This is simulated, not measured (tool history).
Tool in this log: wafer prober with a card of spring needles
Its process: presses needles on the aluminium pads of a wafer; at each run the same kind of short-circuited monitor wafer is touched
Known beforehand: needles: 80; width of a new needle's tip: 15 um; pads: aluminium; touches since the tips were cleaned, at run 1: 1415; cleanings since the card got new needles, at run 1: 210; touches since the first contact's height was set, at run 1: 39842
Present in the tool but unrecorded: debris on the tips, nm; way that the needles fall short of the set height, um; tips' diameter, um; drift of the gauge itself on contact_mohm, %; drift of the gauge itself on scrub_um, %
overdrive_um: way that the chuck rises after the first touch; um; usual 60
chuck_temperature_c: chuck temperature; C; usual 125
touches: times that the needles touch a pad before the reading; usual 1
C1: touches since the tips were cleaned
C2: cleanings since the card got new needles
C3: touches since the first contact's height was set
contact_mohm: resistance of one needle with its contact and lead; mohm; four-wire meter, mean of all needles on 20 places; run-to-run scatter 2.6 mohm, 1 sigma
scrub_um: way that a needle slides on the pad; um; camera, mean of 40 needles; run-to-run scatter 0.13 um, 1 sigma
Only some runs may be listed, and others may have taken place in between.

{"run": 1, "hour": 0.0, "overdrive_um": 60, "chuck_temperature_c": 125, "touches": 1, "C1": 1415, "C2": 210, "C3": 39842, "contact_mohm": 310, "scrub_um": 9.89}
{"hour": 0.8, "done": "tips cleaned on abrasive film"}
{"hour": 4.4, "done": "tips cleaned on abrasive film"}
{"hour": 7.4, "done": "tips cleaned on abrasive film"}
{"hour": 11.0, "done": "tips cleaned on abrasive film"}
{"hour": 14.6, "done": "tips cleaned on abrasive film"}
{"hour": 18.3, "done": "tips cleaned on abrasive film"}
{"hour": 21.9, "done": "tips cleaned on abrasive film"}
{"hour": 25.5, "done": "tips cleaned on abrasive film"}
{"hour": 29.2, "done": "tips cleaned on abrasive film"}
{"hour": 32.8, "done": "tips cleaned on abrasive film"}
{"hour": 36.4, "done": "tips cleaned on abrasive film"}
{"hour": 40.1, "done": "tips cleaned on abrasive film"}
{"hour": 43.7, "done": "tips cleaned on abrasive film"}
{"hour": 47.4, "done": "tips cleaned on abrasive film"}
{"run": 2, "hour": 50.1, "overdrive_um": 60, "chuck_temperature_c": 125, "touches": 1, "C1": 1616, "C2": 224, "C3": 68905, "contact_mohm": 321, "scrub_um": 9.51}
{"hour": 50.9, "done": "tips cleaned on abrasive film"}
{"hour": 54.5, "done": "tips cleaned on abrasive film"}
{"hour": 58.1, "done": "tips cleaned on abrasive film"}
{"hour": 61.8, "done": "tips cleaned on abrasive film"}
{"hour": 65.4, "done": "tips cleaned on abrasive film"}
{"hour": 69.0, "done": "tips cleaned on abrasive film"}
{"hour": 72.7, "done": "tips cleaned on abrasive film"}
{"hour": 76.3, "done": "tips cleaned on abrasive film"}
{"hour": 79.9, "done": "tips cleaned on abrasive film"}
{"hour": 83.6, "done": "tips cleaned on abrasive film"}
{"hour": 87.2, "done": "tips cleaned on abrasive film"}
{"hour": 90.8, "done": "tips cleaned on abrasive film"}
{"hour": 94.5, "done": "tips cleaned on abrasive film"}
{"hour": 98.1, "done": "tips cleaned on abrasive film"}
{"run": 3, "hour": 100.1, "overdrive_um": 58, "chuck_temperature_c": 125, "touches": 1, "C1": 1207, "C2": 238, "C3": 97981, "contact_mohm": 318, "scrub_um": 8.91}
{"hour": 101.6, "done": "tips cleaned on abrasive film"}
{"hour": 105.3, "done": "tips cleaned on abrasive film"}
{"hour": 108.9, "done": "tips cleaned on abrasive film"}
{"hour": 112.6, "done": "tips cleaned on abrasive film"}
{"hour": 116.2, "done": "tips cleaned on abrasive film"}
{"hour": 119.1, "done": "tips cleaned on abrasive film"}
{"hour": 122.8, "done": "tips cleaned on abrasive film"}
{"hour": 126.4, "done": "tips cleaned on abrasive film"}
{"hour": 129.3, "done": "tips cleaned on abrasive film"}
{"hour": 132.9, "done": "tips cleaned on abrasive film"}
{"hour": 136.6, "done": "tips cleaned on abrasive film"}
{"hour": 140.2, "done": "tips cleaned on abrasive film"}
{"hour": 143.9, "done": "tips cleaned on abrasive film"}
{"hour": 147.5, "done": "tips cleaned on abrasive film"}
{"hour": 150.4, "done": "tips cleaned on abrasive film"}
{"run": 4, "hour": 150.5, "overdrive_um": 60, "chuck_temperature_c": 125, "touches": 1, "C1": 57, "C2": 253, "C3": 127175, "contact_mohm": 308, "scrub_um": 9.05}
{"hour": 153.4, "done": "tips cleaned on abrasive film"}
{"hour": 157.1, "done": "tips cleaned on abrasive film"}
{"hour": 160.7, "done": "tips cleaned on abrasive film"}
{"hour": 164.3, "done": "tips cleaned on abrasive film"}
{"hour": 168.0, "done": "tips cleaned on abrasive film"}
{"hour": 171.6, "done": "tips cleaned on abrasive film"}
{"hour": 175.2, "done": "tips cleaned on abrasive film"}
{"hour": 178.9, "done": "tips cleaned on abrasive film"}
{"hour": 182.5, "done": "tips cleaned on abrasive film"}
{"run": 5, "hour": 185.2, "overdrive_um": 56, "chuck_temperature_c": 125, "touches": 1, "C1": 1596, "C2": 262, "C3": 147351, "contact_mohm": 322, "scrub_um": 8.19}
{"hour": 186.0, "done": "tips cleaned on abrasive film"}
{"hour": 189.6, "done": "tips cleaned on abrasive film"}
{"hour": 192.6, "done": "tips cleaned on abrasive film"}
{"hour": 196.2, "done": "tips cleaned on abrasive film"}
{"hour": 199.8, "done": "tips cleaned on abrasive film"}
{"hour": 203.5, "done": "tips cleaned on abrasive film"}
{"hour": 207.1, "done": "tips cleaned on abrasive film"}
{"hour": 210.7, "done": "tips cleaned on abrasive film"}
{"hour": 213.7, "done": "tips cleaned on abrasive film"}
{"hour": 217.3, "done": "tips cleaned on abrasive film"}
{"hour": 220.9, "done": "tips cleaned on abrasive film"}
{"hour": 224.6, "done": "tips cleaned on abrasive film"}
{"run": 6, "hour": 226.6, "overdrive_um": 56, "chuck_temperature_c": 125, "touches": 1, "C1": 1227, "C2": 274, "C3": 171381, "contact_mohm": 328, "scrub_um": 7.99}
{"hour": 228.1, "done": "tips cleaned on abrasive film"}
{"hour": 231.8, "done": "tips cleaned on abrasive film"}
{"hour": 235.4, "done": "tips cleaned on abrasive film"}
{"hour": 238.3, "done": "tips cleaned on abrasive film"}
{"hour": 242.0, "done": "tips cleaned on abrasive film"}
{"hour": 244.9, "done": "tips cleaned on abrasive film"}
{"hour": 247.1, "done": "tips cleaned on abrasive film, once more"}
{"hour": 250.7, "done": "tips cleaned on abrasive film"}
{"hour": 253.7, "done": "tips cleaned on abrasive film"}
{"hour": 257.3, "done": "tips cleaned on abrasive film"}
{"hour": 260.9, "done": "tips cleaned on abrasive film"}
{"run": 7, "hour": 262.7, "overdrive_um": 56, "chuck_temperature_c": 125, "touches": 1, "C1": 1045, "C2": 285, "C3": 192274, "contact_mohm": 325, "scrub_um": 7.91}
{"hour": 264.2, "done": "tips cleaned on abrasive film"}
{"hour": 267.8, "done": "tips cleaned on abrasive film"}
{"hour": 269.6, "done": "height of the first contact set anew"}
{"hour": 271.8, "done": "tips cleaned on abrasive film"}
{"hour": 275.4, "done": "tips cleaned on abrasive film"}
{"hour": 279.1, "done": "tips cleaned on abrasive film"}
{"hour": 282.7, "done": "tips cleaned on abrasive film"}
{"hour": 286.3, "done": "tips cleaned on abrasive film"}
{"hour": 290.0, "done": "tips cleaned on abrasive film"}
{"hour": 293.6, "done": "tips cleaned on abrasive film"}
{"hour": 297.2, "done": "tips cleaned on abrasive film"}
{"hour": 300.9, "done": "tips cleaned on abrasive film"}
{"hour": 304.5, "done": "tips cleaned on abrasive film"}
{"run": 8, "hour": 305.7, "overdrive_um": 56, "chuck_temperature_c": 125, "touches": 1, "C1": 729, "C2": 297, "C3": 20999, "contact_mohm": 312, "scrub_um": 9.4}
{"hour": 307.9, "done": "tips cleaned on abrasive film"}
{"hour": 311.6, "done": "tips cleaned on abrasive film"}
{"hour": 315.2, "done": "tips cleaned on abrasive film"}
{"hour": 318.8, "done": "tips cleaned on abrasive film"}
{"hour": 322.5, "done": "tips cleaned on abrasive film"}
{"hour": 326.1, "done": "tips cleaned on abrasive film"}
{"hour": 329.7, "done": "tips cleaned on abrasive film"}
{"hour": 333.4, "done": "tips cleaned on abrasive film"}
{"hour": 337.0, "done": "tips cleaned on abrasive film"}
{"hour": 340.7, "done": "tips cleaned on abrasive film"}
{"hour": 344.3, "done": "tips cleaned on abrasive film"}
{"hour": 347.9, "done": "tips cleaned on abrasive film"}
{"hour": 351.6, "done": "tips cleaned on abrasive film"}
{"run": 9, "hour": 352.7, "overdrive_um": 56, "chuck_temperature_c": 48, "touches": 1, "C1": 678, "C2": 310, "C3": 48280, "contact_mohm": 291, "scrub_um": 9.11}
{"hour": 354.9, "done": "tips cleaned on abrasive film"}
{"hour": 358.5, "done": "tips cleaned on abrasive film"}
{"hour": 361.5, "done": "tips cleaned on abrasive film"}
{"hour": 365.1, "done": "tips cleaned on abrasive film"}
{"hour": 368.7, "done": "tips cleaned on abrasive film"}
{"hour": 371.7, "done": "tips cleaned on abrasive film"}
{"hour": 375.3, "done": "tips cleaned on abrasive film"}
{"hour": 378.2, "done": "tips cleaned on abrasive film"}
{"hour": 381.9, "done": "tips cleaned on abrasive film"}
{"hour": 384.8, "done": "tips cleaned on abrasive film"}
{"hour": 388.4, "done": "tips cleaned on abrasive film"}
{"hour": 391.4, "done": "tips cleaned on abrasive film"}
{"hour": 395.0, "done": "tips cleaned on abrasive film"}
{"hour": 397.9, "done": "tips cleaned on abrasive film"}
{"hour": 401.6, "done": "tips cleaned on abrasive film"}
{"hour": 405.2, "done": "tips cleaned on abrasive film"}
{"hour": 408.8, "done": "tips cleaned on abrasive film"}
{"hour": 412.5, "done": "tips cleaned on abrasive film"}
{"hour": 416.1, "done": "tips cleaned on abrasive film"}
{"hour": 419.7, "done": "tips cleaned on abrasive film"}
{"hour": 423.4, "done": "tips cleaned on abrasive film"}
{"hour": 427.0, "done": "tips cleaned on abrasive film"}
{"run": 10, "hour": 427.7, "overdrive_um": 46, "chuck_temperature_c": 36, "touches": 2, "C1": 434, "C2": 332, "C3": 91785, "contact_mohm": 293, "scrub_um": 7.09}
{"hour": 429.9, "done": "tips cleaned on abrasive film"}
{"hour": 433.6, "done": "tips cleaned on abrasive film"}
{"hour": 437.2, "done": "tips cleaned on abrasive film"}
{"hour": 440.8, "done": "tips cleaned on abrasive film"}
{"hour": 444.5, "done": "tips cleaned on abrasive film"}
{"hour": 448.1, "done": "tips cleaned on abrasive film"}
{"hour": 451.7, "done": "tips cleaned on abrasive film"}
{"hour": 455.4, "done": "tips cleaned on abrasive film"}
{"hour": 458.3, "done": "tips cleaned on abrasive film"}
{"hour": 461.9, "done": "tips cleaned on abrasive film"}
{"hour": 465.6, "done": "tips cleaned on abrasive film"}
{"hour": 469.2, "done": "tips cleaned on abrasive film"}
{"hour": 472.8, "done": "tips cleaned on abrasive film"}
{"hour": 476.5, "done": "tips cleaned on abrasive film"}
{"hour": 480.1, "done": "tips cleaned on abrasive film"}
{"hour": 483.8, "done": "tips cleaned on abrasive film"}
{"run": 11, "hour": 484.2, "overdrive_um": 55, "chuck_temperature_c": 67, "touches": 2, "C1": 249, "C2": 348, "C3": 124544, "contact_mohm": 297, "scrub_um": 8.17}
{"hour": 487.1, "done": "tips cleaned on abrasive film"}
{"hour": 490.7, "done": "tips cleaned on abrasive film"}
{"hour": 494.4, "done": "tips cleaned on abrasive film"}
{"hour": 497.3, "done": "tips cleaned on abrasive film"}
{"hour": 500.9, "done": "tips cleaned on abrasive film"}
{"hour": 504.6, "done": "tips cleaned on abrasive film"}
{"hour": 508.2, "done": "tips cleaned on abrasive film"}
{"hour": 511.8, "done": "tips cleaned on abrasive film"}
{"hour": 515.5, "done": "tips cleaned on abrasive film"}
{"hour": 519.1, "done": "tips cleaned on abrasive film"}
{"hour": 522.0, "done": "tips cleaned on abrasive film"}
{"hour": 525.7, "done": "tips cleaned on abrasive film"}
{"hour": 529.3, "done": "tips cleaned on abrasive film"}
{"hour": 532.2, "done": "tips cleaned on abrasive film"}
{"hour": 535.9, "done": "tips cleaned on abrasive film"}
{"hour": 538.8, "done": "tips cleaned on abrasive film"}
{"hour": 542.4, "done": "tips cleaned on abrasive film"}
{"hour": 546.1, "done": "tips cleaned on abrasive film"}
{"hour": 549.7, "done": "tips cleaned on abrasive film"}
{"run": 12, "hour": 550.6, "overdrive_um": 78, "chuck_temperature_c": 46, "touches": 2, "C1": 514, "C2": 367, "C3": 163062, "contact_mohm": 285, "scrub_um": 11.72}
{"hour": 552.8, "done": "tips cleaned on abrasive film"}
{"hour": 556.4, "done": "tips cleaned on abrasive film"}
{"hour": 560.0, "done": "tips cleaned on abrasive film"}
{"hour": 563.7, "done": "tips cleaned on abrasive film"}
{"hour": 566.6, "done": "tips cleaned on abrasive film"}
{"hour": 570.2, "done": "tips cleaned on abrasive film"}
{"hour": 573.9, "done": "tips cleaned on abrasive film"}
{"hour": 577.5, "done": "tips cleaned on abrasive film"}
{"hour": 580.4, "done": "tips cleaned on abrasive film"}
{"hour": 584.1, "done": "tips cleaned on abrasive film"}
{"hour": 587.0, "done": "tips cleaned on abrasive film"}
{"hour": 590.6, "done": "tips cleaned on abrasive film"}
{"run": 13, "hour": 593.1, "overdrive_um": 63, "chuck_temperature_c": 125, "touches": 1, "C1": 1459, "C2": 379, "C3": 187749, "contact_mohm": 327, "scrub_um": 9.02}

Here are 4 independent what-if runs from the current tool condition. What would each one return?
{"hour": 593.9, "done": "tips cleaned on abrasive film"}
{"hour": 597.5, "done": "tips cleaned on abrasive film"}
{"hour": 601.2, "done": "tips cleaned on abrasive film"}
{"hour": 604.8, "done": "tips cleaned on abrasive film"}
{"hour": 607.7, "done": "tips cleaned on abrasive film"}
{"hour": 608.0, "done": "height of the first contact set anew"}
{"hour": 611.7, "done": "tips cleaned on abrasive film"}
{"hour": 614.6, "done": "tips cleaned on abrasive film"}
{"hour": 618.2, "done": "tips cleaned on abrasive film"}
{"hour": 621.9, "done": "tips cleaned on abrasive film"}
{"hour": 625.5, "done": "tips cleaned on abrasive film"}
{"hour": 629.1, "done": "tips cleaned on abrasive film"}
{"hour": 632.8, "done": "tips cleaned on abrasive film"}
{"hour": 636.4, "done": "tips cleaned on abrasive film"}
{"hour": 640.0, "done": "tips cleaned on abrasive film"}
{"hour": 643.0, "done": "tips cleaned on abrasive film"}
{"hour": 646.6, "done": "tips cleaned on abrasive film"}
{"hour": 650.2, "done": "tips cleaned on abrasive film"}
{"hour": 653.2, "done": "tips cleaned on abrasive film"}
{"hour": 656.8, "done": "tips cleaned on abrasive film"}
{"hour": 659.7, "done": "tips cleaned on abrasive film"}
{"hour": 663.4, "done": "tips cleaned on abrasive film"}
{"hour": 667.0, "done": "tips cleaned on abrasive film"}
{"run": "A", "hour": 667.0, "overdrive_um": 56, "chuck_temperature_c": 123, "touches": 3, "C1": 0, "C2": 401, "C3": 34184, "contact_mohm": "?", "scrub_um": "?"}
{"hour": 593.9, "done": "tips cleaned on abrasive film"}
{"hour": 597.5, "done": "tips cleaned on abrasive film"}
{"hour": 601.2, "done": "tips cleaned on abrasive film"}
{"hour": 604.8, "done": "tips cleaned on abrasive film"}
{"hour": 607.7, "done": "tips cleaned on abrasive film"}
{"hour": 608.0, "done": "height of the first contact set anew"}
{"hour": 611.7, "done": "tips cleaned on abrasive film"}
{"hour": 614.6, "done": "tips cleaned on abrasive film"}
{"hour": 618.2, "done": "tips cleaned on abrasive film"}
{"hour": 621.9, "done": "tips cleaned on abrasive film"}
{"hour": 625.5, "done": "tips cleaned on abrasive film"}
{"hour": 629.1, "done": "tips cleaned on abrasive film"}
{"hour": 632.8, "done": "tips cleaned on abrasive film"}
{"hour": 636.4, "done": "tips cleaned on abrasive film"}
{"hour": 640.0, "done": "tips cleaned on abrasive film"}
{"hour": 643.0, "done": "tips cleaned on abrasive film"}
{"hour": 646.6, "done": "tips cleaned on abrasive film"}
{"hour": 650.2, "done": "tips cleaned on abrasive film"}
{"hour": 653.2, "done": "tips cleaned on abrasive film"}
{"hour": 656.8, "done": "tips cleaned on abrasive film"}
{"hour": 659.7, "done": "tips cleaned on abrasive film"}
{"hour": 663.4, "done": "tips cleaned on abrasive film"}
{"hour": 667.0, "done": "tips cleaned on abrasive film"}
{"run": "B", "hour": 667.0, "overdrive_um": 60, "chuck_temperature_c": 125, "touches": 1, "C1": 0, "C2": 401, "C3": 34184, "contact_mohm": "?", "scrub_um": "?"}
{"hour": 593.9, "done": "tips cleaned on abrasive film"}
{"hour": 597.5, "done": "tips cleaned on abrasive film"}
{"hour": 601.2, "done": "tips cleaned on abrasive film"}
{"hour": 604.8, "done": "tips cleaned on abrasive film"}
{"hour": 607.7, "done": "tips cleaned on abrasive film"}
{"hour": 608.0, "done": "height of the first contact set anew"}
{"hour": 611.7, "done": "tips cleaned on abrasive film"}
{"hour": 614.6, "done": "tips cleaned on abrasive film"}
{"hour": 618.2, "done": "tips cleaned on abrasive film"}
{"hour": 621.9, "done": "tips cleaned on abrasive film"}
{"hour": 625.5, "done": "tips cleaned on abrasive film"}
{"hour": 629.1, "done": "tips cleaned on abrasive film"}
{"hour": 632.8, "done": "tips cleaned on abrasive film"}
{"hour": 636.4, "done": "tips cleaned on abrasive film"}
{"hour": 640.0, "done": "tips cleaned on abrasive film"}
{"hour": 643.0, "done": "tips cleaned on abrasive film"}
{"hour": 646.6, "done": "tips cleaned on abrasive film"}
{"hour": 650.2, "done": "tips cleaned on abrasive film"}
{"hour": 653.2, "done": "tips cleaned on abrasive film"}
{"hour": 656.8, "done": "tips cleaned on abrasive film"}
{"hour": 659.7, "done": "tips cleaned on abrasive film"}
{"hour": 663.4, "done": "tips cleaned on abrasive film"}
{"hour": 667.0, "done": "tips cleaned on abrasive film"}
{"run": "C", "hour": 667.0, "overdrive_um": 60, "chuck_temperature_c": 27, "touches": 2, "C1": 0, "C2": 401, "C3": 34184, "contact_mohm": "?", "scrub_um": "?"}
{"hour": 593.9, "done": "tips cleaned on abrasive film"}
{"hour": 597.5, "done": "tips cleaned on abrasive film"}
{"hour": 601.2, "done": "tips cleaned on abrasive film"}
{"hour": 604.8, "done": "tips cleaned on abrasive film"}
{"hour": 607.7, "done": "tips cleaned on abrasive film"}
{"hour": 608.0, "done": "height of the first contact set anew"}
{"hour": 611.7, "done": "tips cleaned on abrasive film"}
{"hour": 614.6, "done": "tips cleaned on abrasive film"}
{"hour": 618.2, "done": "tips cleaned on abrasive film"}
{"hour": 621.9, "done": "tips cleaned on abrasive film"}
{"hour": 625.5, "done": "tips cleaned on abrasive film"}
{"hour": 629.1, "done": "tips cleaned on abrasive film"}
{"hour": 632.8, "done": "tips cleaned on abrasive film"}
{"hour": 636.4, "done": "tips cleaned on abrasive film"}
{"hour": 640.0, "done": "tips cleaned on abrasive film"}
{"hour": 643.0, "done": "tips cleaned on abrasive film"}
{"hour": 646.6, "done": "tips cleaned on abrasive film"}
{"hour": 650.2, "done": "tips cleaned on abrasive film"}
{"hour": 653.2, "done": "tips cleaned on abrasive film"}
{"hour": 656.8, "done": "tips cleaned on abrasive film"}
{"hour": 659.7, "done": "tips cleaned on abrasive film"}
{"hour": 663.4, "done": "tips cleaned on abrasive film"}
{"hour": 667.0, "done": "tips cleaned on abrasive film"}
{"run": "D", "hour": 667.0, "overdrive_um": 60, "chuck_temperature_c": 32, "touches": 1, "C1": 0, "C2": 401, "C3": 34184, "contact_mohm": "?", "scrub_um": "?"}

run=A contact_mohm=310 scrub_um=9.45
run=B contact_mohm=315 scrub_um=9.96
run=C contact_mohm=278 scrub_um=9.99
run=D contact_mohm=278 scrub_um=9.91
Without the tool's hidden state the same runs would have given:
run=A contact_mohm=298 scrub_um=9.79
run=B contact_mohm=303 scrub_um=10.29
run=C contact_mohm=268 scrub_um=10.33
run=D contact_mohm=268 scrub_um=10.24

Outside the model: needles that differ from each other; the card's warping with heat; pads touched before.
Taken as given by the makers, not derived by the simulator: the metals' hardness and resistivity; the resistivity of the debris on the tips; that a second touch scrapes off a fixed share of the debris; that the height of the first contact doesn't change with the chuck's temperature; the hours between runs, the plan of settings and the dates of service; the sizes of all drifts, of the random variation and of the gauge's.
